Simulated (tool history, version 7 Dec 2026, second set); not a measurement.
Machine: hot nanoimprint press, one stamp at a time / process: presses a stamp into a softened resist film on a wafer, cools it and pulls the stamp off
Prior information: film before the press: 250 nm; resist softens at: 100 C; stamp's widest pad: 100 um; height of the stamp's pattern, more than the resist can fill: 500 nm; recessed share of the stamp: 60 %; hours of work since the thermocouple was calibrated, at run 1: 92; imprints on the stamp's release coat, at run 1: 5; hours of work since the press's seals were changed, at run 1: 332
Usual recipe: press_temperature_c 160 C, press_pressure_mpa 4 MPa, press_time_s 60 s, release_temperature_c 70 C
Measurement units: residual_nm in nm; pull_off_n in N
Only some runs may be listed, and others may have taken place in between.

| run | day | press_temperature_c | press_pressure_mpa | press_time_s | release_temperature_c | hours of work since the thermocouple was calibrated | imprints on the stamp's release coat | hours of work since the press's seals were changed | residual_nm | pull_off_n |
|---|---|---|---|---|---|---|---|---|---|---|
| 1 | 0.000 | 160 | 4 | 60 | 70 | 92 | 5 | 332 | 111.1 | 141 |
| 2 | 1.575 | 160 | 4 | 60 | 70 | 108 | 134 | 348 | 111.8 | 149 |
| 3 | 3.496 | 160 | 4 | 60 | 56 | 128 | 292 | 368 | 112.6 | 184 |
| 4 | 5.412 | 160 | 4 | 60 | 56 | 147 | 449 | 388 | 112.9 | 200 |
| 5 | 7.258 | 160 | 4 | 60 | 70 | 166 | 600 | 407 | 113.3 | 173 |
| 6 | 9.104 | 160 | 4 | 60 | 70 | 186 | 752 | 426 | 113.6 | 169 |
| 7 | 10.308 | 160 | 4 | 60 | 70 | 198 | 851 | 438 | 114.1 | 188 |
| 8 | 12.312 | 160 | 4 | 60 | 70 | 219 | 1015 | 459 | 114.3 | 184 |
|  | 12.704 | stamp cleaned and given a new release coat |
| 9 | 13.633 | 160 | 4 | 60 | 70 | 230 | 76 | 470 | 113.6 | 147 |
| 10 | 15.617 | 160 | 4 | 60 | 70 | 250 | 239 | 491 | 115.5 | 150 |
| 11 | 16.800 | 161 | 4 | 60 | 70 | 262 | 336 | 503 | 110.8 | 152 |
| 12 | 18.775 | 161 | 4 | 60 | 70 | 283 | 498 | 523 | 110.5 | 164 |
| 13 | 20.267 | 161 | 4 | 60 | 70 | 298 | 621 | 538 | 111.0 | 164 |
| 14 | 22.162 | 161 | 4 | 60 | 70 | 318 | 777 | 558 | 110.6 | 169 |

Run 15 has not been measured yet. What should we expect?
| 15 | 24.183 | 161 | 4 | 60 | 70 | 338 | 943 | 579 | ? | ? |

residual_nm: 112.3 nm
pull_off_n: 174 N
Minus the tool's unlogged condition, the same run would have read residual_nm 104.7 nm, pull_off_n 135 N.
